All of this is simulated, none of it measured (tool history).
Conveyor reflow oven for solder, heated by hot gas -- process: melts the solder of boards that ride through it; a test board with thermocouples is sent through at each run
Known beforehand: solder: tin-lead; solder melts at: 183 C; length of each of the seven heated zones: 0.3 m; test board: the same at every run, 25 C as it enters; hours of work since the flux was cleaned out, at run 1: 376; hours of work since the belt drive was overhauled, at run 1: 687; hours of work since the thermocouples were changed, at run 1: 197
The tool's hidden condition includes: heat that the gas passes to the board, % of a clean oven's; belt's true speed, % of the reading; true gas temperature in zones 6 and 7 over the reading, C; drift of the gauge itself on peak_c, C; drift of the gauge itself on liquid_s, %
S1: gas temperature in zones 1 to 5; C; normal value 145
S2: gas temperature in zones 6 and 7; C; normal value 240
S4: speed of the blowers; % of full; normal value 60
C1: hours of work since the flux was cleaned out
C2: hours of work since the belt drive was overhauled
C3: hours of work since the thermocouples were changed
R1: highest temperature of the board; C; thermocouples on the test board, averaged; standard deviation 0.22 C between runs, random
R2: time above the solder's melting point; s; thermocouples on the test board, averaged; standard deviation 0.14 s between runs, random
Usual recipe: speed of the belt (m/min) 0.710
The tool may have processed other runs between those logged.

{"run": 1, "day": 0.0, "S1": 145, "S2": 240, "speed of the belt (m/min)": 0.71, "S4": 60, "C1": 376, "C2": 687, "C3": 197, "R1": 215.5, "R2": 37.7}
{"run": 2, "day": 0.721, "S1": 147, "S2": 240, "speed of the belt (m/min)": 0.71, "S4": 60, "C1": 389, "C2": 700, "C3": 210, "R1": 214.9, "R2": 38.4}
{"run": 3, "day": 1.442, "S1": 147, "S2": 240, "speed of the belt (m/min)": 0.71, "S4": 60, "C1": 402, "C2": 713, "C3": 223, "R1": 215.1, "R2": 38.3}
{"day": 2.1, "done": "flux residue cleaned out of gas plates and filters"}
{"run": 4, "day": 2.433, "S1": 145, "S2": 254, "speed of the belt (m/min)": 0.71, "S4": 60, "C1": 6, "C2": 727, "C3": 237, "R1": 230.0, "R2": 45.5}
{"run": 5, "day": 3.475, "S1": 145, "S2": 254, "speed of the belt (m/min)": 0.71, "S4": 60, "C1": 25, "C2": 746, "C3": 256, "R1": 230.3, "R2": 45.4}
{"run": 6, "day": 3.942, "S1": 145, "S2": 240, "speed of the belt (m/min)": 0.836, "S4": 60, "C1": 33, "C2": 754, "C3": 264, "R1": 212.5, "R2": 30.2}
{"run": 7, "day": 4.971, "S1": 145, "S2": 253, "speed of the belt (m/min)": 0.836, "S4": 60, "C1": 52, "C2": 773, "C3": 283, "R1": 222.4, "R2": 35.4}
{"run": 8, "day": 6.042, "S1": 145, "S2": 253, "speed of the belt (m/min)": 0.836, "S4": 60, "C1": 71, "C2": 792, "C3": 302, "R1": 222.3, "R2": 35.2}
{"run": 9, "day": 7.121, "S1": 145, "S2": 240, "speed of the belt (m/min)": 0.71, "S4": 60, "C1": 91, "C2": 812, "C3": 321, "R1": 218.2, "R2": 39.9}
{"run": 10, "day": 7.946, "S1": 145, "S2": 240, "speed of the belt (m/min)": 0.71, "S4": 60, "C1": 105, "C2": 827, "C3": 336, "R1": 218.3, "R2": 39.9}
{"run": 11, "day": 8.525, "S1": 145, "S2": 240, "speed of the belt (m/min)": 0.71, "S4": 60, "C1": 116, "C2": 837, "C3": 347, "R1": 217.9, "R2": 40.0}
{"run": 12, "day": 9.017, "S1": 145, "S2": 240, "speed of the belt (m/min)": 0.71, "S4": 60, "C1": 125, "C2": 846, "C3": 355, "R1": 217.8, "R2": 39.5}
{"run": 13, "day": 9.829, "S1": 145, "S2": 240, "speed of the belt (m/min)": 0.71, "S4": 60, "C1": 139, "C2": 860, "C3": 370, "R1": 217.8, "R2": 39.6}
{"run": 14, "day": 10.842, "S1": 145, "S2": 240, "speed of the belt (m/min)": 0.71, "S4": 60, "C1": 158, "C2": 879, "C3": 388, "R1": 217.9, "R2": 39.6}
{"run": 15, "day": 11.321, "S1": 145, "S2": 240, "speed of the belt (m/min)": 0.71, "S4": 60, "C1": 166, "C2": 887, "C3": 397, "R1": 217.7, "R2": 39.7}
{"run": 16, "day": 11.929, "S1": 148, "S2": 231, "speed of the belt (m/min)": 0.806, "S4": 57, "C1": 177, "C2": 898, "C3": 408, "R1": 204.9, "R2": 27.3}
{"run": 17, "day": 12.421, "S1": 148, "S2": 231, "speed of the belt (m/min)": 0.806, "S4": 57, "C1": 186, "C2": 907, "C3": 417, "R1": 204.9, "R2": 27.1}
{"run": 18, "day": 13.138, "S1": 156, "S2": 235, "speed of the belt (m/min)": 0.673, "S4": 54, "C1": 199, "C2": 920, "C3": 430, "R1": 215.0, "R2": 43.7}
{"run": 19, "day": 13.608, "S1": 145, "S2": 240, "speed of the belt (m/min)": 0.657, "S4": 56, "C1": 207, "C2": 929, "C3": 438, "R1": 218.6, "R2": 43.3}
{"run": 20, "day": 14.433, "S1": 145, "S2": 240, "speed of the belt (m/min)": 0.727, "S4": 79, "C1": 222, "C2": 943, "C3": 453, "R1": 222.5, "R2": 41.3}
{"run": 21, "day": 15.383, "S1": 145, "S2": 240, "speed of the belt (m/min)": 0.727, "S4": 79, "C1": 239, "C2": 961, "C3": 470, "R1": 221.9, "R2": 41.2}

Run 22 has not been measured yet. What should we expect?
{"run": 22, "day": 16.271, "S1": 145, "S2": 240, "speed of the belt (m/min)": 0.727, "S4": 79, "C1": 255, "C2": 977, "C3": 486, "R1": "?", "R2": "?"}

R1: 222.1 C
R2: 41.2 s
Were there no unlogged condition in the tool, this run, its random variation unchanged, would have produced R1 224.7 C, R2 41.9 s.

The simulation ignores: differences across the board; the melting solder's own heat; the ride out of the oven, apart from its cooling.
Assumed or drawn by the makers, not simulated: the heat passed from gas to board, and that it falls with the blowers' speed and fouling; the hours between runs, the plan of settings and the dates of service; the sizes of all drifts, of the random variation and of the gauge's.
